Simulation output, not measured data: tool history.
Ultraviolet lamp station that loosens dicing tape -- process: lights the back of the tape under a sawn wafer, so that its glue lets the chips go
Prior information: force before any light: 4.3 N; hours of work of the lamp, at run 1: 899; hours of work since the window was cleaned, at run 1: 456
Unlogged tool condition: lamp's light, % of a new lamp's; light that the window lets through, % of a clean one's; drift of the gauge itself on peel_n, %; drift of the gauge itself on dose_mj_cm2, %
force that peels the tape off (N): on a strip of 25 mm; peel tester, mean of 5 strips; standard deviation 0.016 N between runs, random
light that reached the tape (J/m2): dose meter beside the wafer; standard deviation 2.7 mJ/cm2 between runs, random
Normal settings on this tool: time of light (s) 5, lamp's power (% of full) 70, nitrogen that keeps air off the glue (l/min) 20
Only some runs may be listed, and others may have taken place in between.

run	hour	time of light (s)	lamp's power (% of full)	nitrogen that keeps air off the glue (l/min)	hours of work of the lamp	hours of work since the window was cleaned	force that peels the tape off (N)	light that reached the tape (J/m2)
1	0	5	70	20	899	456	1.289	2420
2	30.7	5	70	20	914	471	1.292	2460
3	100	5	70	20	950	507	1.37	2330
# hour 138.8: window cleaned of glue's vapour
4	168.1	5	70	20	985	15	1.16	2620
5	202.1	5	70	19	1002	33	1.256	2580
6	256	5	70	17	1030	60	1.335	2550
7	293.1	5	70	17	1049	79	1.31	2500
8	353.9	5	63	20	1080	111	1.455	2210
9	424.1	3	70	20	1116	147	2.066	1450
10	461.8	5	70	34	1136	166	1.145	2390
# hour 492.5: lamp changed
11	528.6	5	70	34	19	200	0.694	3350
12	577.6	2	70	34	44	225	1.938	1330
13	612	5	70	20	61	243	0.91	3340
14	672.7	5	70	19	93	274	0.932	3250
15	716	5	70	19	115	296	0.959	3170
16	747.4	4	72	14	131	312	1.348	2670
17	812.2	10	70	9	164	346	0.546	6240
18	870.2	10	70	9	194	375	0.575	6270
19	907.4	4	70	9	213	394	1.641	2410
20	948.5	5	64	27	234	416	0.993	2780
21	1016.3	5	87	23	269	450	0.753	3670
22	1077.5	5	87	23	301	482	0.754	3630
23	1132.9	8	70	9	329	510	0.847	4590
24	1163	8	70	9	345	526	0.836	4570
# hour 1168.7: window cleaned of glue's vapour
25	1225.2	5	66	36	376	29	0.837	3010
26	1294.4	5	66	36	412	65	0.874	2930

Some steps in force that peels the tape off (N), run to run, broken into two amounts with sign: the step expected even without the hidden condition (settings, incoming material, random variation), and the rest, left for the hidden condition together with whatever gauge scatter is not in both the measured and the hidden-condition-free result:
Run 3 -> 4: window cleaned of glue's vapour. force that peels the tape off (N) -0.21: hidden state -0.16, all else -0.05.
Run 10 -> 11: lamp changed. force that peels the tape off (N) -0.451: hidden state -0.425, all else -0.026.
Run 11 -> 12: time of light (s) 5 -> 2. force that peels the tape off (N) +1.244: hidden state +0.058, all else +1.186.
Run 18 -> 19: time of light (s) 10 -> 4. force that peels the tape off (N) +1.066: hidden state +0.134, all else +0.932.
